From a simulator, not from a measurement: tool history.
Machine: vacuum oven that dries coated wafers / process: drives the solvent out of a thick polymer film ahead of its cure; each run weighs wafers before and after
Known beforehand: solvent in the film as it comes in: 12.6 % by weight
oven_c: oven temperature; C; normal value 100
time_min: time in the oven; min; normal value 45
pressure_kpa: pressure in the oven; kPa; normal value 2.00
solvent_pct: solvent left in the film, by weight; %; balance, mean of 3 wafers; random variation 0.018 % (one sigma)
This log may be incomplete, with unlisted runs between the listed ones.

run	hour	oven_c	time_min	pressure_kpa	solvent_pct
1	0.0	100	45	2.00	2.00
2	8.4	100	45	2.00	2.01
3	20.4	100	45	2.00	1.97
4	31.7	100	45	2.00	2.02
5	37.8	100	45	2.00	2.01
6	51.4	100	45	2.00	2.03
7	60.0	100	45	5.40	4.12
8	73.7	100	45	5.40	4.11
9	80.9	103	30	3.05	2.82

Estimate the outcome of run 10 from the log above:
10	94.5	103	30	3.05	?

solvent_pct: 2.85 %
The same run, on a tool lacking any hidden state, would have yielded solvent_pct 2.64 %.

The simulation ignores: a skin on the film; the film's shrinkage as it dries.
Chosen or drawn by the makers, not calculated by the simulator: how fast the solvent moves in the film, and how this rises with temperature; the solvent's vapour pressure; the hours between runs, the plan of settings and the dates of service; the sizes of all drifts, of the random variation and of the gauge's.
